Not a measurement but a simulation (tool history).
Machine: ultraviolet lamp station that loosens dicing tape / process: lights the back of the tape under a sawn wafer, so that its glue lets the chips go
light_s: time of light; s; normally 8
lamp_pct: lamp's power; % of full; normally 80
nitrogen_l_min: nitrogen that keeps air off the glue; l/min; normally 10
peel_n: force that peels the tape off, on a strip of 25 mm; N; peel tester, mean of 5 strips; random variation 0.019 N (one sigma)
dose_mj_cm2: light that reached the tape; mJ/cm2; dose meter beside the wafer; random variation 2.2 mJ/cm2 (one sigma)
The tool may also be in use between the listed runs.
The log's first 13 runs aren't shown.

run 14 hour=113.9 | light_s=8 lamp_pct=92 nitrogen_l_min=10 | peel_n=0.958 dose_mj_cm2=196
run 15 hour=122.1 | light_s=11 lamp_pct=80 nitrogen_l_min=10 | peel_n=0.674 dose_mj_cm2=230
run 16 hour=127.4 | light_s=8 lamp_pct=96 nitrogen_l_min=10 | peel_n=0.919 dose_mj_cm2=196
run 17 hour=137.8 | light_s=8 lamp_pct=96 nitrogen_l_min=10 | peel_n=0.892 dose_mj_cm2=198
run 18 hour=143.1 | light_s=8 lamp_pct=96 nitrogen_l_min=10 | peel_n=0.901 dose_mj_cm2=201
run 19 hour=148.5 | light_s=8 lamp_pct=96 nitrogen_l_min=10 | peel_n=0.962 dose_mj_cm2=198
run 20 hour=157.8 | light_s=16 lamp_pct=81 nitrogen_l_min=10 | peel_n=0.285 dose_mj_cm2=334
run 21 hour=164.4 | light_s=16 lamp_pct=81 nitrogen_l_min=10 | peel_n=0.296 dose_mj_cm2=332
run 22 hour=175.9 | light_s=16 lamp_pct=81 nitrogen_l_min=10 | peel_n=0.287 dose_mj_cm2=330
run 23 hour=186.4 | light_s=15 lamp_pct=80 nitrogen_l_min=10 | peel_n=0.357 dose_mj_cm2=305
run 24 hour=195.7 | light_s=11 lamp_pct=75 nitrogen_l_min=10 | peel_n=0.845 dose_mj_cm2=211
run 25 hour=203.6 | light_s=7 lamp_pct=80 nitrogen_l_min=10 | peel_n=1.642 dose_mj_cm2=141
-- hour=204.6 window cleaned of glue's vapour
run 26 hour=214.7 | light_s=7 lamp_pct=80 nitrogen_l_min=10 | peel_n=1.745 dose_mj_cm2=136
run 27 hour=219.3 | light_s=8 lamp_pct=72 nitrogen_l_min=4 | peel_n=2.684 dose_mj_cm2=143
run 28 hour=228.7 | light_s=11 lamp_pct=89 nitrogen_l_min=19 | peel_n=0.350 dose_mj_cm2=238
run 29 hour=235.0 | light_s=11 lamp_pct=89 nitrogen_l_min=19 | peel_n=0.365 dose_mj_cm2=241
run 30 hour=242.9 | light_s=14 lamp_pct=83 nitrogen_l_min=9 | peel_n=0.476 dose_mj_cm2=280
run 31 hour=252.6 | light_s=14 lamp_pct=83 nitrogen_l_min=7 | peel_n=0.608 dose_mj_cm2=282
run 32 hour=263.0 | light_s=14 lamp_pct=83 nitrogen_l_min=7 | peel_n=0.610 dose_mj_cm2=282
-- hour=266.3 window cleaned of glue's vapour, once more
run 33 hour=269.6 | light_s=8 lamp_pct=62 nitrogen_l_min=3 | peel_n=3.247 dose_mj_cm2=131
run 34 hour=276.2 | light_s=5 lamp_pct=77 nitrogen_l_min=10 | peel_n=2.599 dose_mj_cm2=99
run 35 hour=283.9 | light_s=5 lamp_pct=77 nitrogen_l_min=10 | peel_n=2.607 dose_mj_cm2=102
run 36 hour=290.0 | light_s=6 lamp_pct=78 nitrogen_l_min=7 | peel_n=2.418 dose_mj_cm2=120
run 37 hour=296.9 | light_s=6 lamp_pct=69 nitrogen_l_min=18 | peel_n=1.844 dose_mj_cm2=105

Each row is a separate what-if for the run after 37, all from the same tool condition, not one after another. Results?
run A hour=302.1 | light_s=5 lamp_pct=71 nitrogen_l_min=15 | peel_n=? dose_mj_cm2=?
run B hour=302.1 | light_s=14 lamp_pct=80 nitrogen_l_min=10 | peel_n=? dose_mj_cm2=?
run C hour=302.1 | light_s=7 lamp_pct=80 nitrogen_l_min=7 | peel_n=? dose_mj_cm2=?
run D hour=302.1 | light_s=8 lamp_pct=81 nitrogen_l_min=10 | peel_n=? dose_mj_cm2=?
run E hour=302.1 | light_s=7 lamp_pct=69 nitrogen_l_min=18 | peel_n=? dose_mj_cm2=?

run=A peel_n=2.375 dose_mj_cm2=94
run=B peel_n=0.389 dose_mj_cm2=288
run=C peel_n=2.021 dose_mj_cm2=142
run=D peel_n=1.347 dose_mj_cm2=168
run=E peel_n=1.484 dose_mj_cm2=123
The same runs, with their run-to-run variation unchanged, on a tool lacking any hidden condition would have given:
run=A peel_n=1.860 dose_mj_cm2=114
run=B peel_n=0.241 dose_mj_cm2=351
run=C peel_n=1.530 dose_mj_cm2=173
run=D peel_n=0.936 dose_mj_cm2=204
run=E peel_n=1.053 dose_mj_cm2=150
